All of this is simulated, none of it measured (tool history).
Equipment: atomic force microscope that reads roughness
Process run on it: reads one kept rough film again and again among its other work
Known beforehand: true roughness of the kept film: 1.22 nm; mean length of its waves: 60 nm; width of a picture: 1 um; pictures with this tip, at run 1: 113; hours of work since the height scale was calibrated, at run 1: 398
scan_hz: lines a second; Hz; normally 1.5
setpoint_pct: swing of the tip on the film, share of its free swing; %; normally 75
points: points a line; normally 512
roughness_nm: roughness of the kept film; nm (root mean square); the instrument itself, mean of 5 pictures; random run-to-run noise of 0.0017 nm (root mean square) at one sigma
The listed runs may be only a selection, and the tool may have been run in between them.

run    hour  scan_hz  setpoint_pct  points  pictures with this tip  hours of work since the height scale was calibrated  roughness_nm
  1       0      1.5            75     512                     113                                                  398         1.135
  2    32.1      1.5            58     512                     150                                                  412         1.179
  3    55.9      1.5            58     512                     177                                                  423         1.181
  4    90.7      1.5            58     512                     217                                                  438         1.178
  5   120.6      1.5            58     512                     251                                                  452         1.183
  6   141.7      1.5            58     512                     275                                                  461         1.184
  7   184.4      1.5            58     512                     324                                                  480         1.182
      193.8  -- new tip fitted
  8   229.5     2.19            58     512                      41                                                  500         1.167
  9   274.8     2.19            58     512                      93                                                  521         1.169
 10   307.5     2.19            58     512                     130                                                  535         1.168
 11   332.6     2.19            58     512                     159                                                  547         1.167
 12   352.7     2.19            58     512                     181                                                  556         1.169
 13     382     2.19            58     512                     215                                                  569         1.167
 14   422.3     2.19            58     512                     261                                                  587         1.168
 15   441.6     2.19            58     512                     283                                                  596          1.17
 16   480.4     1.99            75     512                     327                                                  613         1.118
      484.3  -- new tip fitted
 17   504.8     1.99            75     512                      24                                                  624         1.116
 18   542.4      1.5            75     810                      67                                                  641         1.139
 19   584.6     3.66            75     512                     115                                                  660         1.049
 20   620.5     3.66            75     512                     156                                                  676         1.048
 21   659.6     3.66            75     512                     200                                                  693         1.048
 22   702.4     3.66            75     512                     249                                                  712         1.048
 23   730.2      1.5            75     824                     281                                                  725         1.139
 24   751.6      1.5            81     824                     305                                                  735         1.113
      775.2  -- new tip fitted
 25     782      1.5            75     512                       8                                                  748          1.14
 26     804      1.5            75     512                      33                                                  758         1.136
 27   835.5      1.5            75     512                      69                                                  772         1.137
 28   880.7      1.5            76     601                     120                                                  792         1.133
 29   915.2     1.22            76     285                     160                                                  808         1.142
 30   960.9     3.13            76     421                     212                                                  828         1.062
 31   997.2     3.13            76     421                     253                                                  845         1.061
 32  1035.5     2.08            75     749                     297                                                  862         1.114
 33    1056     0.78            75     324                     320                                                  871         1.169
     1065.6  -- new tip fitted
 34  1090.9     0.78            75     324                      29                                                  886         1.168
 35  1123.7     2.59            75     527                      66                                                  901         1.089
 36  1146.7     2.68            64     318                      92                                                  911         1.137
 37  1176.1     2.68            64     318                     126                                                  925         1.138
 38  1221.9      1.5            70     512                     178                                                  945         1.152
 39  1249.7      1.5            70     512                     210                                                  958          1.15
 40  1286.4      1.5            70     512                     252                                                  974         1.153
 41  1313.4     0.56            64     512                     283                                                  986         1.193
 42  1344.5     0.56            64     512                     318                                                 1000         1.193
     1358.1  -- new tip fitted
 43  1374.1     0.53            72     512                      18                                                 1013         1.185
 44  1407.2     0.85            80     419                      56                                                 1028         1.154
 45  1438.8     0.85            80     419                      92                                                 1042         1.152
 46  1478.8     1.04            88     595                     138                                                 1060         1.117
 47  1524.7     1.04            88     595                     191                                                 1081         1.117
 48  1558.1     2.82            88     388                     229                                                 1096         0.988
 49  1591.6     2.82            88     388                     267                                                 1111         0.985
 50  1627.4      2.9            57     866                     308                                                 1127          1.16
     1650.4  -- new tip fitted
 51  1666.9     0.83            80     512                      18                                                 1145         1.157
 52  1698.8     1.63            71     427                      55                                                 1159         1.146
 53  1731.9      2.7            57     409                      93                                                 1174         1.163
 54    1777     0.75            83     409                     144                                                 1194         1.153

Each row is a separate what-if for the run after 54, all from the same tool condition, not one after another. Results?
  A  1814.9     0.81            83     470                     187                                                 1211             ?
  B  1814.9     1.15            87     512                     187                                                 1211             ?
  C  1814.9     0.75            83     496                     187                                                 1211             ?

run  roughness_nm
  A         1.148
  B          1.11
  C         1.154
Without the tool's hidden state the same runs would have given:
run  roughness_nm
  A         1.149
  B         1.111
  C         1.155

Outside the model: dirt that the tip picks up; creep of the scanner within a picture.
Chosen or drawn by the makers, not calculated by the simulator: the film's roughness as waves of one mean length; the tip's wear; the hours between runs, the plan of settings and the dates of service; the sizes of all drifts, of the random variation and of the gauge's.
